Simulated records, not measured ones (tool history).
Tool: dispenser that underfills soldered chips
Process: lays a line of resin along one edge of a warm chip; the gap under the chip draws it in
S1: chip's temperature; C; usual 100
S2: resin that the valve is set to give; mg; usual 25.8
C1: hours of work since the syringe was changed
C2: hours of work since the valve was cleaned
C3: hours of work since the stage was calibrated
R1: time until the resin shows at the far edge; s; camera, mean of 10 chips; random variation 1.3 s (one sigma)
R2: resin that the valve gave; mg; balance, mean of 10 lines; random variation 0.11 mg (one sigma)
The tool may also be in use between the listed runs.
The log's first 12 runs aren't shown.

-- day=4.15 new syringe of resin
-- day=4.538 new syringe of resin
run 13 day=4.542 | S1=107 S2=25.8 | C1=0 C2=10 C3=338 | R1=98.8 R2=25.65
-- day=4.892 new syringe of resin
run 14 day=5.046 | S1=100 S2=31.2 | C1=3 C2=19 C3=347 | R1=144.1 R2=30.56
-- day=5.271 new syringe of resin
run 15 day=5.346 | S1=100 S2=31.2 | C1=1 C2=24 C3=352 | R1=132 R2=30.34
-- day=5.617 new syringe of resin
run 16 day=5.646 | S1=100 S2=31.2 | C1=0 C2=30 C3=358 | R1=122.7 R2=30.42
-- day=5.996 new syringe of resin
run 17 day=6.025 | S1=111 S2=31.6 | C1=1 C2=37 C3=365 | R1=88.9 R2=30.54
-- day=6.346 new syringe of resin
run 18 day=6.508 | S1=113 S2=31.6 | C1=3 C2=45 C3=373 | R1=94.3 R2=30.31
-- day=6.704 new syringe of resin
run 19 day=6.917 | S1=113 S2=22.9 | C1=4 C2=53 C3=381 | R1=101.4 R2=21.8
-- day=7.062 new syringe of resin
run 20 day=7.375 | S1=94 S2=22.3 | C1=6 C2=61 C3=389 | R1=223 R2=20.86
-- day=7.429 new syringe of resin
-- day=7.775 new syringe of resin
-- day=7.817 dispensing valve cleaned and set on the balance
run 21 day=7.871 | S1=90 S2=22.9 | C1=1 C2=1 C3=397 | R1=191.1 R2=22.96
run 22 day=8.146 | S1=99 S2=23.6 | C1=6 C2=6 C3=403 | R1=181.4 R2=23.46
-- day=8.179 new syringe of resin
run 23 day=8.446 | S1=112 S2=22.5 | C1=5 C2=12 C3=408 | R1=112.6 R2=22.48
-- day=8.542 new syringe of resin
run 24 day=8.792 | S1=112 S2=23.7 | C1=5 C2=18 C3=414 | R1=111 R2=23.07
-- day=8.9 new syringe of resin
-- day=9.258 new syringe of resin
run 25 day=9.292 | S1=112 S2=23.7 | C1=1 C2=27 C3=423 | R1=88.6 R2=23.01
-- day=9.608 new syringe of resin
run 26 day=9.625 | S1=110 S2=25.3 | C1=0 C2=33 C3=429 | R1=90.1 R2=24.54
-- day=9.983 new syringe of resin
run 27 day=10.15 | S1=112 S2=30.9 | C1=3 C2=43 C3=439 | R1=96.2 R2=29.76
-- day=10.342 new syringe of resin
run 28 day=10.512 | S1=101 S2=25.8 | C1=3 C2=49 C3=446 | R1=141.4 R2=24.53
-- day=10.717 new syringe of resin
run 29 day=10.975 | S1=92 S2=25.8 | C1=5 C2=58 C3=454 | R1=210 R2=24.56
-- day=11.067 new syringe of resin
run 30 day=11.358 | S1=97 S2=32.5 | C1=5 C2=65 C3=461 | R1=176.4 R2=30.42
-- day=11.458 new syringe of resin
-- day=11.642 dispensing valve cleaned and set on the balance
run 31 day=11.721 | S1=97 S2=31.7 | C1=4 C2=1 C3=467 | R1=163.6 R2=31.75
-- day=11.871 new syringe of resin
run 32 day=11.942 | S1=97 S2=31.7 | C1=1 C2=5 C3=471 | R1=142.5 R2=31.39

Forecast each of these 3 alternatives for the next run:
-- day=12.225 new syringe of resin
run A day=12.321 | S1=97 S2=25.6 | C1=2 C2=12 C3=478 | R1=? R2=?
-- day=12.225 new syringe of resin
run B day=12.321 | S1=102 S2=30.9 | C1=2 C2=12 C3=478 | R1=? R2=?
-- day=12.225 new syringe of resin
run C day=12.321 | S1=100 S2=25.9 | C1=2 C2=12 C3=478 | R1=? R2=?

run=A R1=148.8 R2=25.41
run=B R1=122.7 R2=30.58
run=C R1=134.8 R2=25.5
Without the tool's hidden state the same runs would have given:
run=A R1=146.1 R2=25.73
run=B R1=120.4 R2=30.97
run=C R1=132.3 R2=25.82

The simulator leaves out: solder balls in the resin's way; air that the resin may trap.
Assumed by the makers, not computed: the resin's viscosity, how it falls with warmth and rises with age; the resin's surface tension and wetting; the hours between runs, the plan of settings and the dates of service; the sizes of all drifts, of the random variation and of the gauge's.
